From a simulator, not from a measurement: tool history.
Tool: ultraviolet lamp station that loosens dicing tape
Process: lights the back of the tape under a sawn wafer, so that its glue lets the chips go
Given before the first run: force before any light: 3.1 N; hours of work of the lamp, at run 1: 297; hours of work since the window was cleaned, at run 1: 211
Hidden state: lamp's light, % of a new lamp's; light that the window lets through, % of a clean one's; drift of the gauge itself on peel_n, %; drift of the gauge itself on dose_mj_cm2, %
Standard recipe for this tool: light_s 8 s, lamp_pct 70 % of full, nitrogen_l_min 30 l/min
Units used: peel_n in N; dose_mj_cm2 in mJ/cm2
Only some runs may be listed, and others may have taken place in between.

| run | day | light_s | lamp_pct | nitrogen_l_min | hours of work of the lamp | hours of work since the window was cleaned | peel_n | dose_mj_cm2 |
|---|---|---|---|---|---|---|---|---|
| 1 | 0 | 8 | 70 | 30 | 297 | 211 | 0.435 | 418 |
| 2 | 1.162 | 8 | 70 | 30 | 312 | 226 | 0.461 | 413 |
| 3 | 2.546 | 8 | 70 | 30 | 330 | 244 | 0.448 | 417 |
| 4 | 4.142 | 8 | 70 | 30 | 351 | 265 | 0.452 | 407 |
| 5 | 4.958 | 8 | 70 | 30 | 362 | 275 | 0.458 | 406 |
| 6 | 5.796 | 8 | 70 | 30 | 372 | 286 | 0.476 | 403 |
| 7 | 7.596 | 8 | 70 | 30 | 396 | 310 | 0.477 | 407 |
| 8 | 8.529 | 8 | 70 | 30 | 408 | 322 | 0.462 | 405 |
| 9 | 10.146 | 8 | 70 | 30 | 429 | 343 | 0.489 | 401 |
| 10 | 11.212 | 8 | 70 | 30 | 443 | 357 | 0.499 | 398 |
| 11 | 12.488 | 8 | 70 | 30 | 459 | 373 | 0.469 | 395 |
| 12 | 14.112 | 8 | 70 | 30 | 480 | 394 | 0.479 | 393 |
| 13 | 14.942 | 8 | 70 | 30 | 491 | 405 | 0.478 | 392 |
| 14 | 16.117 | 8 | 100 | 30 | 506 | 420 | 0.312 | 558 |
| 15 | 17.362 | 8 | 100 | 30 | 523 | 436 | 0.312 | 560 |
| 16 | 19.004 | 8 | 70 | 30 | 544 | 458 | 0.483 | 387 |
| 17 | 20.892 | 8 | 62 | 30 | 568 | 482 | 0.59 | 340 |
| 18 | 22.212 | 8 | 62 | 30 | 585 | 499 | 0.591 | 338 |
| 19 | 23.196 | 8 | 62 | 30 | 598 | 512 | 0.602 | 333 |
| 20 | 24.979 | 8 | 62 | 30 | 621 | 535 | 0.601 | 332 |
|  | 25.858 | window cleaned of glue's vapour |
| 21 | 26.783 | 8 | 62 | 31 | 645 | 12 | 0.542 | 357 |
| 22 | 28.312 | 8 | 70 | 30 | 664 | 32 | 0.481 | 406 |
| 23 | 29.533 | 11 | 68 | 30 | 680 | 48 | 0.308 | 539 |
| 24 | 31.308 | 4 | 69 | 39 | 703 | 71 | 1.029 | 200 |
| 25 | 32.512 | 4 | 69 | 39 | 719 | 86 | 1.059 | 196 |
| 26 | 33.304 | 4 | 70 | 31 | 729 | 97 | 1.11 | 197 |
| 27 | 34.171 | 4 | 70 | 31 | 740 | 108 | 1.144 | 199 |
| 28 | 35.15 | 8 | 75 | 13 | 753 | 121 | 0.733 | 416 |
| 29 | 36.729 | 8 | 71 | 26 | 774 | 141 | 0.531 | 394 |
| 30 | 38.575 | 11 | 71 | 9 | 798 | 165 | 0.613 | 539 |
| 31 | 40.1 | 11 | 71 | 9 | 817 | 185 | 0.657 | 534 |
| 32 | 41.604 | 8 | 68 | 29 | 837 | 204 | 0.531 | 369 |
| 33 | 43.546 | 8 | 68 | 29 | 862 | 230 | 0.545 | 370 |
| 34 | 44.338 | 8 | 68 | 29 | 873 | 240 | 0.556 | 366 |
| 35 | 45.354 | 8 | 68 | 29 | 886 | 253 | 0.54 | 363 |
| 36 | 47.288 | 8 | 68 | 29 | 911 | 278 | 0.548 | 361 |
| 37 | 48.604 | 12 | 68 | 14 | 928 | 295 | 0.492 | 541 |
| 38 | 49.954 | 15 | 74 | 13 | 945 | 313 | 0.336 | 735 |
| 39 | 50.883 | 8 | 70 | 49 | 957 | 325 | 0.407 | 370 |
| 40 | 52.208 | 8 | 70 | 9 | 975 | 342 | 1.021 | 367 |
| 41 | 53.729 | 8 | 70 | 9 | 994 | 362 | 1.012 | 364 |
| 42 | 54.942 | 8 | 70 | 17 | 1010 | 378 | 0.766 | 361 |
| 43 | 56.633 | 4 | 73 | 30 | 1032 | 400 | 1.156 | 189 |

What if the next run were any one of these 4? Each begins from the tool's condition after run 43:
| A | 58.362 | 8 | 70 | 41 | 1055 | 422 | ? | ? |
| B | 58.362 | 6 | 70 | 10 | 1055 | 422 | ? | ? |
| C | 58.362 | 10 | 75 | 55 | 1055 | 422 | ? | ? |
| D | 58.362 | 8 | 82 | 19 | 1055 | 422 | ? | ? |

| run | peel_n | dose_mj_cm2 |
|---|---|---|
| A | 0.457 | 355 |
| B | 1.278 | 264 |
| C | 0.283 | 478 |
| D | 0.574 | 420 |
Without the tool's unlogged condition, the same runs would have read:
| run | peel_n | dose_mj_cm2 |
|---|---|---|
| A | 0.319 | 460 |
| B | 1.009 | 342 |
| C | 0.225 | 617 |
| D | 0.404 | 542 |
